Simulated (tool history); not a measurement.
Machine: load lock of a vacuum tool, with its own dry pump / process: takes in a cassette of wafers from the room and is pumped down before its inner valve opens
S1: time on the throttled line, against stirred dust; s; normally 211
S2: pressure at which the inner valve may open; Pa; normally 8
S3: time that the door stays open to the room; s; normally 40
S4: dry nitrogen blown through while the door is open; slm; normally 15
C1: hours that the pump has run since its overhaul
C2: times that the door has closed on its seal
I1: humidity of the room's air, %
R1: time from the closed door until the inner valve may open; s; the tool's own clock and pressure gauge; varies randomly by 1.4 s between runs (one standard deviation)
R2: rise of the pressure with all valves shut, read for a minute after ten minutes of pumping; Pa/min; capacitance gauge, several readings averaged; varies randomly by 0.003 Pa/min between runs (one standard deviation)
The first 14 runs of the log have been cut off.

run	day	S1	S2	S3	S4	C1	C2	I1	R1	R2
15	88.425	211	12	40	15	9000	38779	46.1	290.4	0.25
16	92.617	211	7	40	15	9101	39213	47.1	293.8	0.248
17	101.654	211	9	40	15	9318	40147	43.7	291.1	0.257
18	109.992	211	9	40	15	9518	41009	43.8	293.5	0.265
19	118.629	211	7	110	10	9725	41903	42.9	294.6	0.286
20	125.167	211	6	32	7	9882	42578	46.6	296.2	0.28
21	134.725	211	6	32	7	10112	43567	45.5	295.4	0.288
22	142.404	211	7	32	36	10296	44361	46.5	296	0.275
23	151.942	307	11	40	15	10525	45347	44.9	377	0.29
24	156.508	307	11	40	15	10634	45820	42.8	374.8	0.303
25	161.517	319	11	109	15	10755	46337	44.8	390.2	0.33
26	169.325	319	11	109	15	10942	47145	43.2	387.7	0.331
27	177.504	211	12	58	7	11138	47991	48.1	292.3	0.336
28	182.921	211	6	58	10	11268	48551	44.7	299.6	0.335
29	191.462	321	8	40	15	11473	49434	45.2	393.3	0.339
30	195.504	165	9	71	9	11570	49852	45.6	253	0.354
31	203.479	165	9	71	9	11762	50677	46.2	251.6	0.365
32	208.217	165	9	50	14	11875	51167	44.8	252.8	0.36
33	216.175	165	9	50	14	12066	51989	46	251.7	0.354
34	223.175	305	8	140	15	12234	52713	48.8	381.5	0.391
35	227.512	305	8	140	15	12338	53162	44.5	376.8	0.397
36	234.142	132	12	99	8	12498	53847	43.2	220	0.404

Below are 5 alternative next runs, each starting from the tool's condition after run 36. Predict each:
A	239.712	135	12	26	37	12631	54423	43.3	?	?
B	239.712	162	8	99	28	12631	54423	45.5	?	?
C	239.712	123	8	40	15	12631	54423	48	?	?
D	239.712	211	11	238	12	12631	54423	42.6	?	?
E	239.712	147	12	110	31	12631	54423	42.4	?	?

run	R1	R2
A	221.2	0.366
B	251.8	0.39
C	216.5	0.391
D	290.3	0.421
E	230.3	0.388
With the hidden condition removed and each run's random variation left untouched, the same runs would have given:
run	R1	R2
A	216.8	0.019
B	247.3	0.043
C	211.8	0.042
D	286.2	0.074
E	226.2	0.041

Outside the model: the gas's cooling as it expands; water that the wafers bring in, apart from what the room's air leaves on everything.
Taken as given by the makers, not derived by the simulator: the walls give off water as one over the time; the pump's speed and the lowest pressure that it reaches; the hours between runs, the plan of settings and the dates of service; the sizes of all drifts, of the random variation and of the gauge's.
